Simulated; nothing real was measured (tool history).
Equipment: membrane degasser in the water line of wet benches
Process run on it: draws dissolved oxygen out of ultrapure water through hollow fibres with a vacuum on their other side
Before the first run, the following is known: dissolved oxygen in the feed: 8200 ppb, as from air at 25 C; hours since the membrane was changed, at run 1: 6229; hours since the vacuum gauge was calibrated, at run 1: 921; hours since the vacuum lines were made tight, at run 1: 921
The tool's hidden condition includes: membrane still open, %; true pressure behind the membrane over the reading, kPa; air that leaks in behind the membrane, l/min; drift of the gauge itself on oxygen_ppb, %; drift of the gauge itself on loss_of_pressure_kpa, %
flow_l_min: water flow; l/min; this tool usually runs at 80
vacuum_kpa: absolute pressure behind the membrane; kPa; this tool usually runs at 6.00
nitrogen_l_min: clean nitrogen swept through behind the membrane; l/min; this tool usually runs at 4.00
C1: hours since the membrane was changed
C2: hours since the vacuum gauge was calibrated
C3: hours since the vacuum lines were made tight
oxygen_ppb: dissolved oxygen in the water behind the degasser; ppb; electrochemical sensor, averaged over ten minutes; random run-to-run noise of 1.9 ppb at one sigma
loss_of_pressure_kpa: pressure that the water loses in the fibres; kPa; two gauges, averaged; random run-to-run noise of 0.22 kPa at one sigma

Run 1, hour 0.0: usual settings; C1 6229; C2 921; C3 921. Result: oxygen_ppb 187.1 ppb, loss_of_pressure_kpa 55.58 kPa.
Run 2, hour 287.2: usual settings; C1 6516; C2 1209; C3 1209. Result: oxygen_ppb 188.1 ppb, loss_of_pressure_kpa 55.34 kPa.
Run 3, hour 509.8: usual settings; C1 6739; C2 1431; C3 1431. Result: oxygen_ppb 190.7 ppb, loss_of_pressure_kpa 55.02 kPa.
Run 4, hour 759.1: usual settings; C1 6988; C2 1681; C3 1681. Result: oxygen_ppb 193.6 ppb, loss_of_pressure_kpa 55.37 kPa.
Run 5, hour 890.7: usual settings; C1 7119; C2 1812; C3 1812. Result: oxygen_ppb 189.0 ppb, loss_of_pressure_kpa 55.31 kPa.
Run 6, hour 1161.5: usual settings; C1 7390; C2 2083; C3 2083. Result: oxygen_ppb 187.8 ppb, loss_of_pressure_kpa 55.56 kPa.
Run 7, hour 1414.7: usual settings; C1 7643; C2 2336; C3 2336. Result: oxygen_ppb 188.7 ppb, loss_of_pressure_kpa 55.04 kPa.
Run 8, hour 1626.2: usual settings but vacuum_kpa 7.91 kPa; C1 7855; C2 2548; C3 2548. Result: oxygen_ppb 270.6 ppb, loss_of_pressure_kpa 55.07 kPa.
Run 9, hour 1783.5: usual settings; C1 8012; C2 2705; C3 2705. Result: oxygen_ppb 188.5 ppb, loss_of_pressure_kpa 55.30 kPa.
Run 10, hour 2025.4: usual settings but vacuum_kpa 8.63 kPa; C1 8254; C2 2947; C3 2947. Result: oxygen_ppb 305.4 ppb, loss_of_pressure_kpa 55.20 kPa.
Run 11, hour 2178.1: usual settings but vacuum_kpa 4.66 kPa; C1 8407; C2 3100; C3 3100. Result: oxygen_ppb 132.4 ppb, loss_of_pressure_kpa 54.81 kPa.
Run 12, hour 2329.9: usual settings but vacuum_kpa 4.66 kPa; C1 8559; C2 3251; C3 3251. Result: oxygen_ppb 133.6 ppb, loss_of_pressure_kpa 54.72 kPa.
Run 13, hour 2483.9: usual settings but vacuum_kpa 4.66 kPa; C1 8713; C2 3405; C3 3405. Result: oxygen_ppb 130.2 ppb, loss_of_pressure_kpa 54.80 kPa.
Run 14, hour 2679.3: usual settings but vacuum_kpa 4.66 kPa; C1 8908; C2 3601; C3 3601. Result: oxygen_ppb 132.3 ppb, loss_of_pressure_kpa 54.60 kPa.
Run 15, hour 2834.3: usual settings; C1 9063; C2 3756; C3 3756. Result: oxygen_ppb 189.7 ppb, loss_of_pressure_kpa 54.57 kPa.
Run 16, hour 3126.1: usual settings but flow_l_min 65 l/min, vacuum_kpa 5.07 kPa, nitrogen_l_min 10.74 l/min; C1 9355; C2 4048; C3 4048. Result: oxygen_ppb 58.1 ppb, loss_of_pressure_kpa 43.97 kPa.
Run 17, hour 3292.8: usual settings but flow_l_min 57 l/min, vacuum_kpa 5.07 kPa, nitrogen_l_min 3.13 l/min; C1 9522; C2 4214; C3 4214. Result: oxygen_ppb 92.5 ppb, loss_of_pressure_kpa 38.68 kPa.
Run 18, hour 3459.2: usual settings but flow_l_min 86 l/min, vacuum_kpa 4.07 kPa, nitrogen_l_min 1.87 l/min; C1 9688; C2 4381; C3 4381. Result: oxygen_ppb 161.3 ppb, loss_of_pressure_kpa 58.28 kPa.
At hour 3488.1: gauge calibrated.
Run 19, hour 3638.7: usual settings but flow_l_min 104 l/min, nitrogen_l_min 2.82 l/min; C1 9867; C2 4560; C3 4560. Result: oxygen_ppb 359.8 ppb, loss_of_pressure_kpa 72.15 kPa.
Run 20, hour 3794.7: usual settings but flow_l_min 104 l/min, nitrogen_l_min 2.82 l/min; C1 10024; C2 4716; C3 4716. Result: oxygen_ppb 359.7 ppb, loss_of_pressure_kpa 72.05 kPa.
Run 21, hour 4014.5: usual settings but flow_l_min 104 l/min, nitrogen_l_min 11.63 l/min; C1 10243; C2 4936; C3 4936. Result: oxygen_ppb 215.1 ppb, loss_of_pressure_kpa 72.29 kPa.
Run 22, hour 4289.2: usual settings but flow_l_min 104 l/min, nitrogen_l_min 11.63 l/min; C1 10518; C2 5211; C3 5211. Result: oxygen_ppb 214.2 ppb, loss_of_pressure_kpa 71.94 kPa.
Run 23, hour 4440.9: usual settings but flow_l_min 85 l/min, vacuum_kpa 11.46 kPa, nitrogen_l_min 2.65 l/min; C1 10670; C2 5362; C3 5362. Result: oxygen_ppb 600.6 ppb, loss_of_pressure_kpa 58.83 kPa.
At hour 4459.5: seals of the vacuum lines changed.
At hour 4502.0: vacuum gauge calibrated.
Run 24, hour 4745.8: usual settings but flow_l_min 57 l/min, vacuum_kpa 5.56 kPa; C1 10972; C2 244; C3 286. Result: oxygen_ppb 95.3 ppb, loss_of_pressure_kpa 39.23 kPa.
Run 25, hour 4880.9: usual settings but flow_l_min 54 l/min, vacuum_kpa 4.94 kPa, nitrogen_l_min 2.47 l/min; C1 11107; C2 379; C3 421. Result: oxygen_ppb 96.6 ppb, loss_of_pressure_kpa 37.48 kPa.
Run 26, hour 5021.0: usual settings but flow_l_min 54 l/min, vacuum_kpa 10.82 kPa, nitrogen_l_min 6.76 l/min; C1 11247; C2 519; C3 561. Result: oxygen_ppb 153.5 ppb, loss_of_pressure_kpa 37.29 kPa.
At hour 5243.1: membrane cartridge changed.
Run 27, hour 5255.5: usual settings but flow_l_min 98 l/min, vacuum_kpa 5.97 kPa, nitrogen_l_min 2.95 l/min; C1 12; C2 750; C3 792. Result: oxygen_ppb 316.5 ppb, loss_of_pressure_kpa 67.24 kPa.
Run 28, hour 5550.1: usual settings but flow_l_min 98 l/min, vacuum_kpa 4.81 kPa, nitrogen_l_min 4.12 l/min; C1 307; C2 1044; C3 1086. Result: oxygen_ppb 209.7 ppb, loss_of_pressure_kpa 67.32 kPa.
Run 29, hour 5710.7: usual settings but flow_l_min 98 l/min, vacuum_kpa 7.06 kPa, nitrogen_l_min 4.12 l/min; C1 468; C2 1205; C3 1247. Result: oxygen_ppb 326.9 ppb, loss_of_pressure_kpa 66.61 kPa.

4 options for the next run, each taken on its own from the tool as it stands now. Forecast them:
Run A, hour 5966.9: usual settings but flow_l_min 105 l/min, vacuum_kpa 6.02 kPa, nitrogen_l_min 1.93 l/min; C1 724; C2 1461; C3 1503. Result: oxygen_ppb ?, loss_of_pressure_kpa ?.
Run B, hour 5966.9: usual settings but flow_l_min 61 l/min, vacuum_kpa 6.47 kPa, nitrogen_l_min 9.19 l/min; C1 724; C2 1461; C3 1503. Result: oxygen_ppb ?, loss_of_pressure_kpa ?.
Run C, hour 5966.9: usual settings but flow_l_min 98 l/min, vacuum_kpa 6.86 kPa, nitrogen_l_min 4.12 l/min; C1 724; C2 1461; C3 1503. Result: oxygen_ppb ?, loss_of_pressure_kpa ?.
Run D, hour 5966.9: usual settings but nitrogen_l_min 6.27 l/min; C1 724; C2 1461; C3 1503. Result: oxygen_ppb ?, loss_of_pressure_kpa ?.

run  oxygen_ppb  loss_of_pressure_kpa
  A       437.5                 71.81
  B        74.7                 41.82
  C       313.2                 67.14
  D       147.6                 54.87
With the hidden condition removed and each run's random variation left untouched, the same runs would have given:
run  oxygen_ppb  loss_of_pressure_kpa
  A       437.3                 73.15
  B        74.7                 42.60
  C       313.1                 68.39
  D       147.6                 55.89
